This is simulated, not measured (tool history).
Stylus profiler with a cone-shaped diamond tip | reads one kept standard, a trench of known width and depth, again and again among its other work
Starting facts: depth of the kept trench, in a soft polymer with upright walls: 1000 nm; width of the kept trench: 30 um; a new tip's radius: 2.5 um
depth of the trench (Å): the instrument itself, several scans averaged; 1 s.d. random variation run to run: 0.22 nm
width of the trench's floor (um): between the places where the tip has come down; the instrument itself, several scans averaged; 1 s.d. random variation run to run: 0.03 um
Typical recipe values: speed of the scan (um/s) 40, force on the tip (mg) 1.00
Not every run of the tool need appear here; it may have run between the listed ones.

| run | hour | speed of the scan (um/s) | force on the tip (mg) | depth of the trench (Å) | width of the trench's floor (um) |
|---|---|---|---|---|---|
| 1 | 0.0 | 40 | 1.00 | 10081.0 | 25.16 |
| 2 | 48.2 | 40 | 1.00 | 10088.4 | 25.20 |
| 3 | 76.0 | 40 | 1.00 | 10089.5 | 25.16 |
| 4 | 137.3 | 40 | 1.00 | 10089.0 | 25.14 |
| 5 | 170.4 | 40 | 1.00 | 10091.7 | 25.10 |
| 6 | 232.4 | 40 | 1.00 | 10091.7 | 25.12 |
| 7 | 285.6 | 40 | 1.00 | 10091.6 | 25.06 |
| 8 | 330.4 | 40 | 1.00 | 10094.8 | 25.07 |
| 9 | 372.4 | 40 | 1.00 | 10093.8 | 25.08 |
| 10 | 428.6 | 26 | 1.00 | 10101.8 | 25.10 |
| 11 | 475.1 | 61 | 1.00 | 10099.9 | 24.89 |
| 12 | 522.7 | 61 | 1.00 | 10097.9 | 24.86 |
| 13 | 551.8 | 40 | 1.00 | 10096.6 | 25.02 |
|  | 575.3 | height scale calibrated on a step standard |
| 14 | 606.0 | 40 | 1.00 | 10050.9 | 25.00 |
| 15 | 648.3 | 40 | 1.00 | 10049.6 | 25.01 |
| 16 | 692.1 | 63 | 1.00 | 10049.5 | 24.83 |
| 17 | 751.6 | 59 | 0.37 | 10031.2 | 24.61 |
| 18 | 806.3 | 59 | 0.37 | 10033.7 | 24.59 |
| 19 | 853.3 | 59 | 0.58 | 10040.9 | 24.64 |
| 20 | 908.7 | 59 | 0.58 | 10039.7 | 24.70 |
| 21 | 948.4 | 59 | 0.58 | 10039.1 | 24.67 |
| 22 | 978.9 | 59 | 0.58 | 10044.1 | 24.70 |
| 23 | 1012.9 | 52 | 0.67 | 10047.9 | 24.75 |
| 24 | 1044.0 | 62 | 1.00 | 10056.8 | 24.76 |
| 25 | 1099.7 | 22 | 2.30 | 10091.1 | 24.94 |
| 26 | 1136.2 | 22 | 2.30 | 10090.2 | 25.06 |
| 27 | 1184.1 | 22 | 2.30 | 10097.1 | 24.97 |
| 28 | 1209.5 | 22 | 2.30 | 10094.3 | 25.06 |

Below are 5 alternative next runs, each starting from the tool's condition after run 28. Predict each:
| A | 1245.8 | 20 | 0.62 | ? | ? |
| B | 1245.8 | 40 | 0.70 | ? | ? |
| C | 1245.8 | 17 | 0.65 | ? | ? |
| D | 1245.8 | 73 | 1.00 | ? | ? |
| E | 1245.8 | 13 | 1.76 | ? | ? |

| run | depth of the trench (Å) | width of the trench's floor (um) |
|---|---|---|
| A | 10051.4 | 24.93 |
| B | 10055.2 | 24.75 |
| C | 10050.1 | 24.93 |
| D | 10064.9 | 24.62 |
| E | 10083.8 | 24.94 |
Without the tool's unlogged condition, the same runs would have read:
| run | depth of the trench (Å) | width of the trench's floor (um) |
|---|---|---|
| A | 10029.6 | 25.87 |
| B | 10033.4 | 25.69 |
| C | 10028.3 | 25.87 |
| D | 10043.0 | 25.56 |
| E | 10061.9 | 25.88 |
